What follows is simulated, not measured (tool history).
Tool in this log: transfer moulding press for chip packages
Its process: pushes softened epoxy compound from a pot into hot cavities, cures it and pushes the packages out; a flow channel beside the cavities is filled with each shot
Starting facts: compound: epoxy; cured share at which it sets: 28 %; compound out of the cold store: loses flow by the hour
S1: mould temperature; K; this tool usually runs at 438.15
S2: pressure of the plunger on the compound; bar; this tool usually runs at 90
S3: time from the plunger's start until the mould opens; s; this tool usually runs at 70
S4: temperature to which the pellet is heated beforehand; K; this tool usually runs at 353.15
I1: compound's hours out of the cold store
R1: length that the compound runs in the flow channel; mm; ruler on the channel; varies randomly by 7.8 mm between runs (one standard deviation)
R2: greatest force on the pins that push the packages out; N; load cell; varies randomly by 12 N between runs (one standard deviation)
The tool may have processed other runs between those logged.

Run 1, day 0: usual settings; I1 42.6. Result: R1 752 mm, R2 1053 N.
At day 0.354: cavities cleaned with cleaning compound and waxed.
Run 2, day 0.65: usual settings; I1 40.2. Result: R1 754 mm, R2 665 N.
Run 3, day 1.25: usual settings; I1 16.4. Result: R1 862 mm, R2 892 N.
Run 4, day 1.908: usual settings; I1 14.3. Result: R1 853 mm, R2 1056 N.
Run 5, day 2.483: usual settings; I1 34.4. Result: R1 770 mm, R2 1008 N.
At day 2.812: cavities cleaned with cleaning compound and waxed.
Run 6, day 2.925: usual settings; I1 17.3. Result: R1 848 mm, R2 651 N.
Run 7, day 3.271: usual settings but S2 79.7 bar; I1 27.4. Result: R1 741 mm, R2 710 N.
Run 8, day 3.85: usual settings but S2 79.7 bar; I1 43.8. Result: R1 670 mm, R2 823 N.
Run 9, day 4.296: usual settings but S3 89 s; I1 25.6. Result: R1 795 mm, R2 645 N.
Run 10, day 4.779: usual settings; I1 11.7. Result: R1 840 mm, R2 1095 N.
Run 11, day 5.104: usual settings; I1 39.2. Result: R1 735 mm, R2 999 N.
At day 5.317: cavities cleaned with cleaning compound and waxed.
Run 12, day 5.608: usual settings but S2 95.3 bar; I1 26.5. Result: R1 808 mm, R2 698 N.
Run 13, day 6.183: usual settings but S2 95.3 bar; I1 38.5. Result: R1 760 mm, R2 808 N.
Run 14, day 6.658: usual settings but S2 95.3 bar; I1 31. Result: R1 778 mm, R2 902 N.
Run 15, day 6.996: usual settings but S2 95.3 bar; I1 10.6. Result: R1 859 mm, R2 1045 N.
Run 16, day 7.325: usual settings but S1 435.15 K, S2 108.2 bar, S3 64 s, S4 343.15 K; I1 17.6. Result: R1 895 mm, R2 1945 N.
At day 7.775: cavities cleaned with cleaning compound and waxed.
Run 17, day 7.825: usual settings but S1 435.15 K, S2 108.2 bar, S3 64 s, S4 343.15 K; I1 26.5. Result: R1 853 mm, R2 1034 N.
Run 18, day 8.175: usual settings but S1 435.15 K, S2 92.8 bar, S3 64 s, S4 343.15 K; I1 44.4. Result: R1 720 mm, R2 1204 N.
Run 19, day 8.479: usual settings but S1 435.15 K, S2 92.8 bar, S3 66 s, S4 349.15 K; I1 18.3. Result: R1 804 mm, R2 1259 N.
Run 20, day 9.012: usual settings but S2 69.1 bar, S3 100 s; I1 31. Result: R1 640 mm, R2 585 N.
Run 21, day 9.471: usual settings but S2 69.1 bar, S3 82 s; I1 20.3. Result: R1 672 mm, R2 723 N.
Run 22, day 9.875: usual settings but S1 446.15 K, S2 103.9 bar, S3 99 s; I1 45.5. Result: R1 718 mm, R2 641 N.
At day 10.267: cavities cleaned with cleaning compound and waxed.
Run 23, day 10.396: usual settings but S1 445.15 K, S2 91.5 bar, S3 53 s; I1 42.1. Result: R1 682 mm, R2 743 N.
Run 24, day 11.062: usual settings but S1 432.15 K, S3 61 s; I1 17.8. Result: R1 801 mm, R2 1890 N.
Run 25, day 11.392: usual settings but S1 432.15 K, S2 98.8 bar, S4 360.15 K; I1 22.1. Result: R1 809 mm, R2 1370 N.
Run 26, day 12.038: usual settings but S1 432.15 K, S2 98.8 bar, S4 360.15 K; I1 32.5. Result: R1 773 mm, R2 1481 N.
At day 12.388: plunger's sealing rings changed.
Run 27, day 12.717: usual settings but S1 437.15 K; I1 36.6. Result: R1 802 mm, R2 1072 N.
At day 12.875: cavities cleaned with cleaning compound and waxed.
Run 28, day 13.2: usual settings but S2 85.2 bar, S3 108 s; I1 39.6. Result: R1 755 mm, R2 447 N.

Run 29 comes next. What will it give?
Run 29, day 13.825: usual settings but S1 437.15 K, S4 351.15 K; I1 24.7. Result: R1 ?, R2 ?.

Run 29 gave R1 840 mm, R2 940 N.
Were there no unlogged condition in the tool, this run, its random variation unchanged, would have produced R1 850 mm, R2 627 N.
